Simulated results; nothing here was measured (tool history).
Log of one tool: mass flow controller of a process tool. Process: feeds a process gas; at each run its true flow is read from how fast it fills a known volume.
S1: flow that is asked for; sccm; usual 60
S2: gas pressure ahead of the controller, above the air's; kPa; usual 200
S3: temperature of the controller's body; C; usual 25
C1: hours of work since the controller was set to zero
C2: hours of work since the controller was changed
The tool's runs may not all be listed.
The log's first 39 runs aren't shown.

Run 40, day 199.704: usual settings but S1 15 sccm, S2 207 kPa, S3 34 C; C1 4911; C2 4911. Result: true flow (%) 94.
Run 41, day 202.688: usual settings but S1 13 sccm, S3 29 C; C1 4967; C2 4967. Result: true flow (%) 94.22.
Run 42, day 206.75: usual settings but S1 53 sccm, S3 29 C; C1 5043; C2 5043. Result: true flow (%) 94.84.
Run 43, day 209.979: usual settings but S1 53 sccm, S3 29 C; C1 5104; C2 5104. Result: true flow (%) 94.86.
Run 44, day 214.15: usual settings but S1 30 sccm, S2 154 kPa, S3 32 C; C1 5182; C2 5182. Result: true flow (%) 93.84.
Run 45, day 219.392: usual settings but S2 250 kPa; C1 5281; C2 5281. Result: true flow (%) 95.14.
At day 223.442: controller's zero set anew.
At day 225.525: controller exchanged for a calibrated one.
Run 46, day 226.475: usual settings but S2 250 kPa; C1 18; C2 18. Result: true flow (%) 94.89.
Run 47, day 229.921: usual settings but S3 24 C; C1 83; C2 83. Result: true flow (%) 94.73.
Run 48, day 234.204: usual settings but S1 44 sccm, S2 206 kPa, S3 36 C; C1 163; C2 163. Result: true flow (%) 93.47.

Forecast each of these 4 alternatives for the next run:
Run A, day 240.092: usual settings but S1 19 sccm; C1 274; C2 274. Result: true flow (%) ?.
Run B, day 240.092: usual settings but S3 26 C; C1 274; C2 274. Result: true flow (%) ?.
Run C, day 240.092: usual settings but S2 221 kPa; C1 274; C2 274. Result: true flow (%) ?.
Run D, day 240.092: usual settings but S1 44 sccm, S2 152 kPa, S3 34 C; C1 274; C2 274. Result: true flow (%) ?.

run  true flow (%)
  A           93.4
  B          94.43
  C          94.35
  D          93.38
Without the tool's hidden state the same runs would have given:
run  true flow (%)
  A          98.01
  B          99.07
  C             99
  D          97.98

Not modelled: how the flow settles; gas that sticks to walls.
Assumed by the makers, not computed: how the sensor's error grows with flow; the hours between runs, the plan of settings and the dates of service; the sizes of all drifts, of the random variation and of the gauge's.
